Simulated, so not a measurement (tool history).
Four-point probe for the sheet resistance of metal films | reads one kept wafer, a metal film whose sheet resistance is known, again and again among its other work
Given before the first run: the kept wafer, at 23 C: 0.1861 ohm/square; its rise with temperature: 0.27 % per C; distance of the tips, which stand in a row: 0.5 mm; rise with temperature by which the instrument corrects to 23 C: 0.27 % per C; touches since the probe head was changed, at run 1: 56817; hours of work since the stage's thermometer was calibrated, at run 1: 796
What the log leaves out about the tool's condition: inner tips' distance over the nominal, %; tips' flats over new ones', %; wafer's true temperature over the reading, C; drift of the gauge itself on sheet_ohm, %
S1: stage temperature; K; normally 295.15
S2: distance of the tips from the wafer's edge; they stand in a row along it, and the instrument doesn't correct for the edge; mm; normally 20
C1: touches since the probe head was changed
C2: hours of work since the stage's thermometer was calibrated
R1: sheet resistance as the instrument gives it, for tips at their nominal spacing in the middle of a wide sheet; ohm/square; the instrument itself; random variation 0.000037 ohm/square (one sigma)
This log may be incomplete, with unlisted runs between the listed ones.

run 1 hour=0 | S1=295.15 S2=20 | C1=56817 C2=796 | R1=0.184728
run 2 hour=52.1 | S1=295.15 S2=20 | C1=57888 C2=822 | R1=0.184671
run 3 hour=101.8 | S1=295.15 S2=20 | C1=58909 C2=847 | R1=0.184677
run 4 hour=136.5 | S1=295.15 S2=25 | C1=59624 C2=865 | R1=0.184619
run 5 hour=175.8 | S1=295.15 S2=25 | C1=60432 C2=885 | R1=0.184534
run 6 hour=214.5 | S1=292.15 S2=20 | C1=61226 C2=904 | R1=0.184588
run 7 hour=237.5 | S1=292.15 S2=20 | C1=61698 C2=916 | R1=0.184613
run 8 hour=277.8 | S1=292.15 S2=20 | C1=62527 C2=936 | R1=0.18458
run 9 hour=316.1 | S1=292.15 S2=20 | C1=63315 C2=955 | R1=0.184535
run 10 hour=359.6 | S1=292.15 S2=20 | C1=64208 C2=977 | R1=0.184479
run 11 hour=381.7 | S1=292.15 S2=20 | C1=64662 C2=988 | R1=0.184407
run 12 hour=409 | S1=292.15 S2=13 | C1=65225 C2=1002 | R1=0.184516
run 13 hour=438.1 | S1=295.15 S2=4 | C1=65823 C2=1017 | R1=0.185891
run 14 hour=462.1 | S1=295.15 S2=4 | C1=66316 C2=1029 | R1=0.185804
run 15 hour=490.1 | S1=295.15 S2=4 | C1=66890 C2=1043 | R1=0.185842
run 16 hour=528.9 | S1=295.15 S2=4 | C1=67689 C2=1062 | R1=0.18588
run 17 hour=573 | S1=295.15 S2=20 | C1=68594 C2=1085 | R1=0.184327
run 18 hour=602.9 | S1=297.15 S2=20 | C1=69209 C2=1100 | R1=0.184273
run 19 hour=639.8 | S1=297.15 S2=20 | C1=69969 C2=1118 | R1=0.18429
run 20 hour=663.3 | S1=297.15 S2=20 | C1=70450 C2=1130 | R1=0.184239
run 21 hour=714.1 | S1=297.15 S2=20 | C1=71495 C2=1156 | R1=0.184214
run 22 hour=752.9 | S1=297.15 S2=20 | C1=72293 C2=1175 | R1=0.184165
run 23 hour=774 | S1=293.15 S2=20 | C1=72727 C2=1186 | R1=0.184119
run 24 hour=805.2 | S1=293.15 S2=61 | C1=73367 C2=1202 | R1=0.184013
run 25 hour=837.5 | S1=293.15 S2=61 | C1=74033 C2=1218 | R1=0.184101
-- hour=842.2 stage's thermometer calibrated
run 26 hour=879.6 | S1=295.15 S2=12 | C1=74887 C2=19 | R1=0.184153
run 27 hour=929.8 | S1=295.15 S2=12 | C1=75918 C2=44 | R1=0.184033
run 28 hour=963.7 | S1=295.15 S2=12 | C1=76615 C2=61 | R1=0.184044
run 29 hour=1009.8 | S1=295.15 S2=4 | C1=77562 C2=84 | R1=0.18538
run 30 hour=1041.4 | S1=292.15 S2=22 | C1=78212 C2=100 | R1=0.183933
-- hour=1067.5 stage's thermometer calibrated, once more
run 31 hour=1073.6 | S1=292.15 S2=4 | C1=78864 C2=3 | R1=0.185582
run 32 hour=1109.4 | S1=299.15 S2=4 | C1=79600 C2=21 | R1=0.185518
run 33 hour=1134.7 | S1=299.15 S2=47 | C1=80120 C2=34 | R1=0.183983
run 34 hour=1156.5 | S1=296.15 S2=48 | C1=80567 C2=45 | R1=0.183939
run 35 hour=1177.6 | S1=305.15 S2=40 | C1=81002 C2=55 | R1=0.183917
run 36 hour=1214.6 | S1=303.15 S2=6 | C1=81763 C2=74 | R1=0.184614
-- hour=1248.5 new probe head fitted
run 37 hour=1253.5 | S1=303.15 S2=6 | C1=101 C2=93 | R1=0.186451
run 38 hour=1284.8 | S1=305.15 S2=6 | C1=746 C2=109 | R1=0.186409
run 39 hour=1316.3 | S1=297.15 S2=8 | C1=1392 C2=125 | R1=0.186123
run 40 hour=1356.7 | S1=294.15 S2=10 | C1=2223 C2=145 | R1=0.185965
run 41 hour=1399.7 | S1=294.15 S2=10 | C1=3107 C2=167 | R1=0.185883
run 42 hour=1434.1 | S1=298.15 S2=31 | C1=3814 C2=184 | R1=0.185552
run 43 hour=1459.3 | S1=308.15 S2=5 | C1=4332 C2=197 | R1=0.186595
run 44 hour=1496.6 | S1=308.15 S2=5 | C1=5098 C2=216 | R1=0.186567
run 45 hour=1524.4 | S1=304.15 S2=4 | C1=5671 C2=230 | R1=0.187104

Difference, measured minus no-hidden-state, one row per run. Run-to-run variation is common to both terms; the gauge's own scatter need not be:
run=1 R1=-0.001412
run=2 R1=-0.001453
run=3 R1=-0.001492
run=4 R1=-0.001519
run=5 R1=-0.001548
run=6 R1=-0.001578
run=7 R1=-0.001596
run=8 R1=-0.001628
run=9 R1=-0.001658
run=10 R1=-0.001692
run=11 R1=-0.001709
run=12 R1=-0.001733
run=13 R1=-0.001766
run=14 R1=-0.001784
run=15 R1=-0.001804
run=16 R1=-0.001832
run=17 R1=-0.001851
run=18 R1=-0.001875
run=19 R1=-0.001903
run=20 R1=-0.001918
run=21 R1=-0.001958
run=22 R1=-0.001985
run=23 R1=-0.002002
run=24 R1=-0.002025
run=25 R1=-0.002049
run=26 R1=-0.002135
run=27 R1=-0.002171
run=28 R1=-0.002198
run=29 R1=-0.002246
run=30 R1=-0.002256
run=31 R1=-0.002098
run=32 R1=-0.002125
run=33 R1=-0.002127
run=34 R1=-0.002144
run=35 R1=-0.00216
run=36 R1=-0.002196
run=37 R1=-0.000322
run=38 R1=-0.000346
run=39 R1=-0.000367
run=40 R1=-0.000399
run=41 R1=-0.00043
run=42 R1=-0.000455
run=43 R1=-0.000476
run=44 R1=-0.000506
run=45 R1=-0.000529
